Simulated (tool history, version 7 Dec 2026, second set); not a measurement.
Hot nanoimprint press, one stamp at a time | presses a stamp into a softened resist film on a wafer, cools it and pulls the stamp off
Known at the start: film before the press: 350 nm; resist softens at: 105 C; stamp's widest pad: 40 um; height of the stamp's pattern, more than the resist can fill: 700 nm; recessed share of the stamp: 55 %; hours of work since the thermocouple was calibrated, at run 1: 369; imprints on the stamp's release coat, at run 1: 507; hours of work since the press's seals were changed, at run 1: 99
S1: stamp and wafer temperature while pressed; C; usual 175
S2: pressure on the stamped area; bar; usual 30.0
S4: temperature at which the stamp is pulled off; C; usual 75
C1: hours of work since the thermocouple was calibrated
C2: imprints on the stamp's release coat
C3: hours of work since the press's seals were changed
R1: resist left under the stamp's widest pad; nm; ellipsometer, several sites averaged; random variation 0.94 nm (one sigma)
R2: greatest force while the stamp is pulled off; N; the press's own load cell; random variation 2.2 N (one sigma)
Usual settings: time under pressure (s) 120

Run 1, hour 0.0: usual settings; C1 369; C2 507; C3 99. Result: R1 125.3 nm, R2 118 N.
Run 2, hour 57.9: usual settings but time under pressure (s) 102; C1 401; C2 604; C3 131. Result: R1 131.7 nm, R2 128 N.
Run 3, hour 129.3: usual settings but time under pressure (s) 71; C1 440; C2 723; C3 170. Result: R1 146.9 nm, R2 127 N.
Run 4, hour 172.9: usual settings but time under pressure (s) 71; C1 464; C2 795; C3 194. Result: R1 146.7 nm, R2 128 N.
At hour 183.6: plate thermocouple calibrated.
Run 5, hour 235.6: usual settings but time under pressure (s) 71; C1 29; C2 895; C3 227. Result: R1 138.5 nm, R2 135 N.
At hour 302.9: stamp cleaned and given a new release coat.
Run 6, hour 320.3: usual settings but time under pressure (s) 71; C1 72; C2 29; C3 270. Result: R1 139.5 nm, R2 102 N.
At hour 331.5: plate thermocouple calibrated, once more.
Run 7, hour 384.5: usual settings; C1 29; C2 131; C3 304. Result: R1 136.0 nm, R2 105 N.
Run 8, hour 466.4: usual settings; C1 74; C2 267; C3 349. Result: R1 133.6 nm, R2 108 N.
Run 9, hour 538.1: usual settings; C1 114; C2 387; C3 389. Result: R1 132.7 nm, R2 114 N.
Run 10, hour 593.7: usual settings but S2 28.9 bar; C1 144; C2 480; C3 419. Result: R1 135.4 nm, R2 116 N.
Run 11, hour 675.5: usual settings but S2 18.6 bar; C1 189; C2 616; C3 464. Result: R1 168.3 nm, R2 124 N.
Run 12, hour 715.5: usual settings but S2 18.6 bar; C1 212; C2 682; C3 486. Result: R1 167.7 nm, R2 122 N.
Run 13, hour 764.0: usual settings but S1 168 C; C1 238; C2 763; C3 513. Result: R1 182.0 nm, R2 126 N.
At hour 781.3: press's hydraulic seals changed and the load cell set to zero.
Run 14, hour 859.1: usual settings but S1 168 C; C1 286; C2 908; C3 43. Result: R1 177.8 nm, R2 137 N.
At hour 918.0: stamp cleaned and given a new release coat.
Run 15, hour 929.0: usual settings but S1 168 C; C1 321; C2 19; C3 78. Result: R1 176.4 nm, R2 97 N.
Run 16, hour 995.1: usual settings but S1 168 C; C1 358; C2 129; C3 114. Result: R1 174.3 nm, R2 106 N.
Run 17, hour 1055.2: usual settings but S1 168 C, S4 71 C; C1 391; C2 229; C3 148. Result: R1 175.0 nm, R2 113 N.
Run 18, hour 1133.2: usual settings but S2 20.1 bar, time under pressure (s) 155, S4 63 C; C1 434; C2 359; C3 191. Result: R1 138.5 nm, R2 120 N.
Run 19, hour 1183.0: usual settings but S1 176 C, S2 20.1 bar, time under pressure (s) 155, S4 62 C; C1 461; C2 442; C3 218. Result: R1 130.7 nm, R2 119 N.
At hour 1191.3: plate thermocouple calibrated.
Run 20, hour 1239.1: usual settings but S1 176 C, S2 20.1 bar, time under pressure (s) 155, S4 62 C; C1 26; C2 530; C3 247. Result: R1 143.5 nm, R2 129 N.
Run 21, hour 1331.2: usual settings but S1 176 C, S2 20.1 bar, time under pressure (s) 155, S4 62 C; C1 77; C2 684; C3 298. Result: R1 144.1 nm, R2 138 N.
Run 22, hour 1379.6: usual settings but S1 177 C, S2 31.2 bar; C1 104; C2 765; C3 325. Result: R1 116.1 nm, R2 132 N.
Run 23, hour 1462.9: usual settings but S1 177 C, S2 31.2 bar; C1 150; C2 903; C3 371. Result: R1 115.8 nm, R2 136 N.
At hour 1524.4: stamp cleaned and given a new release coat.
Run 24, hour 1557.3: usual settings but S2 45.6 bar; C1 198; C2 55; C3 419. Result: R1 102.7 nm, R2 107 N.
Run 25, hour 1622.3: usual settings but S2 45.6 bar, time under pressure (s) 105, S4 63 C; C1 234; C2 163; C3 455. Result: R1 107.4 nm, R2 114 N.
Run 26, hour 1662.4: usual settings but S2 45.6 bar, time under pressure (s) 105, S4 63 C; C1 256; C2 230; C3 477. Result: R1 106.4 nm, R2 114 N.
Run 27, hour 1729.8: usual settings but time under pressure (s) 112, S4 60 C; C1 293; C2 342; C3 514. Result: R1 129.0 nm, R2 126 N.
At hour 1745.2: press's hydraulic seals changed and the load cell set to zero.
Run 28, hour 1827.8: usual settings but S2 32.9 bar, time under pressure (s) 73, S4 60 C; C1 343; C2 492; C3 46. Result: R1 139.7 nm, R2 126 N.
Run 29, hour 1913.4: usual settings but S2 29.9 bar, time under pressure (s) 230; C1 390; C2 635; C3 93. Result: R1 94.7 nm, R2 123 N.

Forecast each of these 4 alternatives for the next run:
Run A, hour 1987.1: usual settings but S1 176 C; C1 431; C2 757; C3 133. Result: R1 ?, R2 ?.
Run B, hour 1987.1: usual settings but S2 35.6 bar, time under pressure (s) 92; C1 431; C2 757; C3 133. Result: R1 ?, R2 ?.
Run C, hour 1987.1: usual settings but time under pressure (s) 204, S4 78 C; C1 431; C2 757; C3 133. Result: R1 ?, R2 ?.
Run D, hour 1987.1: usual settings but S1 168 C, S2 36.8 bar, time under pressure (s) 230; C1 431; C2 757; C3 133. Result: R1 ?, R2 ?.

run     R1   R2
  A  114.5  122
  B  121.9  134
  C   99.3  122
  D  120.1  127
Without the tool's hidden state the same runs would have given:
run     R1   R2
  A  124.7   94
  B  132.6  103
  C  108.5   94
  D  131.8   98
